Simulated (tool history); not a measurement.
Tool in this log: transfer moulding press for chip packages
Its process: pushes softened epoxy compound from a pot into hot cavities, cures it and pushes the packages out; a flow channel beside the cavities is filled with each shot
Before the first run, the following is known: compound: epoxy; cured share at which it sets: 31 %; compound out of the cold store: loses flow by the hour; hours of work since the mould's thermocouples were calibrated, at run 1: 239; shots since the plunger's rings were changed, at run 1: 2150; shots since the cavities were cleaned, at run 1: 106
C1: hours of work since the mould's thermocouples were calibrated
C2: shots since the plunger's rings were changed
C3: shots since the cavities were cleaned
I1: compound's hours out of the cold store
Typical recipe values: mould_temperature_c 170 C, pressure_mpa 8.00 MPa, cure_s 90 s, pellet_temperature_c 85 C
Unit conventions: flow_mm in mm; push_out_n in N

Run 1, day 0.000: usual settings; C1 239; C2 2150; C3 106; I1 30.3. Result: flow_mm 605 mm, push_out_n 599 N.
Run 2, day 0.329: usual settings; C1 244; C2 2245; C3 201; I1 47.9. Result: flow_mm 545 mm, push_out_n 646 N.
Run 3, day 0.746: usual settings; C1 249; C2 2365; C3 321; I1 39.0. Result: flow_mm 574 mm, push_out_n 697 N.
Run 4, day 1.021: usual settings; C1 253; C2 2446; C3 402; I1 13.2. Result: flow_mm 671 mm, push_out_n 811 N.
Run 5, day 1.221: usual settings but mould_temperature_c 168 C; C1 256; C2 2503; C3 459; I1 20.6. Result: flow_mm 649 mm, push_out_n 917 N.
Run 6, day 1.550: usual settings but mould_temperature_c 168 C; C1 261; C2 2599; C3 555; I1 37.5. Result: flow_mm 584 mm, push_out_n 887 N.
Run 7, day 1.812: usual settings but cure_s 83 s; C1 265; C2 2675; C3 631; I1 13.1. Result: flow_mm 672 mm, push_out_n 1055 N.
At day 2.067: cavities cleaned with cleaning compound and waxed.
Run 8, day 2.271: usual settings but pressure_mpa 9.39 MPa; C1 270; C2 2790; C3 60; I1 43.1. Result: flow_mm 606 mm, push_out_n 1108 N.
Run 9, day 2.671: usual settings but pressure_mpa 9.39 MPa; C1 276; C2 2905; C3 175; I1 9.5. Result: flow_mm 741 mm, push_out_n 1151 N.
Run 10, day 3.000: usual settings but pressure_mpa 7.06 MPa, pellet_temperature_c 81 C; C1 281; C2 3000; C3 270; I1 32.5. Result: flow_mm 555 mm, push_out_n 1135 N.
Run 11, day 3.367: usual settings but pressure_mpa 6.93 MPa; C1 286; C2 3107; C3 377; I1 14.9. Result: flow_mm 613 mm, push_out_n 1189 N.
At day 3.650: plunger's sealing rings changed.
Run 12, day 3.817: usual settings but mould_temperature_c 165 C, pressure_mpa 9.77 MPa, cure_s 75 s; C1 291; C2 48; C3 476; I1 35.0. Result: flow_mm 684 mm, push_out_n 2164 N.
Run 13, day 4.129: usual settings but mould_temperature_c 167 C, pressure_mpa 9.77 MPa, cure_s 95 s, pellet_temperature_c 78 C; C1 295; C2 139; C3 567; I1 13.6. Result: flow_mm 775 mm, push_out_n 1286 N.
Run 14, day 4.304: usual settings but mould_temperature_c 167 C, pressure_mpa 9.77 MPa, cure_s 95 s, pellet_temperature_c 78 C; C1 298; C2 189; C3 617; I1 26.7. Result: flow_mm 715 mm, push_out_n 1231 N.
At day 4.462: cavities cleaned with cleaning compound and waxed, once more.
Run 15, day 4.629: usual settings but mould_temperature_c 167 C, pressure_mpa 9.77 MPa, cure_s 95 s, pellet_temperature_c 78 C; C1 302; C2 266; C3 49; I1 20.8. Result: flow_mm 738 mm, push_out_n 644 N.

4 options for the next run, each taken on its own from the tool as it stands now. Forecast them:
Run A, day 4.817: usual settings but mould_temperature_c 165 C, pressure_mpa 9.77 MPa, cure_s 113 s, pellet_temperature_c 94 C; C1 304; C2 319; C3 102; I1 37.2. Result: flow_mm ?, push_out_n ?.
Run B, day 4.817: usual settings but mould_temperature_c 174 C, pellet_temperature_c 77 C; C1 304; C2 319; C3 102; I1 34.6. Result: flow_mm ?, push_out_n ?.
Run C, day 4.817: usual settings but mould_temperature_c 164 C, pressure_mpa 7.82 MPa, pellet_temperature_c 86 C; C1 304; C2 319; C3 102; I1 45.1. Result: flow_mm ?, push_out_n ?.
Run D, day 4.817: usual settings but mould_temperature_c 163 C, pellet_temperature_c 89 C; C1 304; C2 319; C3 102; I1 30.0. Result: flow_mm ?, push_out_n ?.

run  flow_mm  push_out_n
  A      672         565
  B      595         527
  C      577         824
  D      643         910
Without the tool's hidden state the same runs would have given:
run  flow_mm  push_out_n
  A      673         487
  B      596         455
  C      579         702
  D      645         775
